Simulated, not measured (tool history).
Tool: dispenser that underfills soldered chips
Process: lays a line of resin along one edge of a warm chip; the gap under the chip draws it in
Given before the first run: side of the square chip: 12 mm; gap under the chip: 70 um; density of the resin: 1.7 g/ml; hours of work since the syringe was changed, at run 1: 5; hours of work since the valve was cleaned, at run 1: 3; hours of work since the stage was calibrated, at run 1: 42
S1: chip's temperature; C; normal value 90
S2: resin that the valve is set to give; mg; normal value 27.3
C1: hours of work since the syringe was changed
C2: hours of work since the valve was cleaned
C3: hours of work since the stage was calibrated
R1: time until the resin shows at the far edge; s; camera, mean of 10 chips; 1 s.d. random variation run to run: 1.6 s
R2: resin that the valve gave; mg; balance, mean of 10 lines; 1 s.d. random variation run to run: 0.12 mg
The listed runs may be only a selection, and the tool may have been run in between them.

run,hour,S1,S2,C1,C2,C3,R1,R2
1,0.0,90,27.3,5,3,42,223.8,27.36
2,2.6,90,27.3,7,4,44,246.4,27.23
3,7.2,90,27.3,10,7,47,289.5,27.28
# hour 8.7: new syringe of resin
4,12.1,90,27.3,2,10,49,180.2,27.09
5,15.6,90,27.3,4,12,52,200.3,27.09
6,20.0,90,27.3,7,15,54,246.4,27.42
7,24.4,94,27.3,10,18,57,255.0,27.23
# hour 26.1: new syringe of resin
8,28.8,94,27.3,2,20,60,154.4,27.19
9,31.9,94,31.3,4,22,62,171.3,31.10
10,36.5,90,27.3,6,25,64,236.3,27.32
11,38.7,90,27.3,8,26,66,260.0,27.20
12,42.4,90,27.3,10,29,68,297.6,26.96
# hour 43.5: new syringe of resin
13,47.1,90,27.3,2,31,71,176.8,27.16
14,49.4,90,27.3,4,33,72,194.5,27.16
15,53.1,90,23.4,6,35,74,231.8,23.21
16,57.5,90,23.4,9,38,77,277.2,23.37
17,59.8,90,23.4,10,39,79,302.5,23.02
# hour 61.1: new syringe of resin
18,64.4,90,27.3,2,42,81,176.9,26.93
19,67.3,90,27.3,4,44,83,198.5,27.22
20,70.5,102,31.0,6,46,85,155.3,30.52
21,74.6,102,31.0,8,48,87,181.9,30.66
22,76.7,102,31.0,10,49,89,195.4,30.50
# hour 78.7: new syringe of resin
23,79.4,103,34.1,0,51,90,106.7,33.56
24,81.9,103,34.1,2,52,92,119.2,33.60
25,83.9,92,26.3,3,54,93,178.6,25.64
26,87.3,88,32.0,5,56,95,227.3,31.39
27,89.8,88,32.0,7,57,97,250.3,31.57
28,93.1,81,31.1,9,59,99,357.3,30.77
29,95.3,77,31.1,10,61,100,444.3,30.47
# hour 96.1: new syringe of resin
30,99.5,83,30.2,2,63,102,223.0,29.72
31,103.9,77,35.1,5,66,105,316.2,34.44
32,107.4,77,35.1,7,68,107,348.3,34.56
33,110.3,76,35.0,9,70,109,413.8,34.11
# hour 113.5: new syringe of resin
34,114.7,76,35.0,1,72,112,244.8,34.20
35,119.3,76,35.0,4,75,114,291.7,34.37
36,121.3,79,35.0,5,76,116,283.5,34.11
37,124.3,79,35.0,7,78,118,318.0,34.20

Each row is a separate what-if for the run after 37, all from the same tool condition, not one after another. Results?
A,128.7,79,23.5,9,81,120,?,?
B,128.7,84,27.3,9,81,120,?,?
C,128.7,76,34.8,9,81,120,?,?
D,128.7,103,35.0,9,81,120,?,?

run,R1,R2
A,390.4,23.09
B,335.3,26.65
C,417.1,34.26
D,179.1,34.17
Without the tool's hidden state the same runs would have given:
run,R1,R2
A,227.3,23.65
B,195.9,27.29
C,244.5,35.09
D,104.3,35.00

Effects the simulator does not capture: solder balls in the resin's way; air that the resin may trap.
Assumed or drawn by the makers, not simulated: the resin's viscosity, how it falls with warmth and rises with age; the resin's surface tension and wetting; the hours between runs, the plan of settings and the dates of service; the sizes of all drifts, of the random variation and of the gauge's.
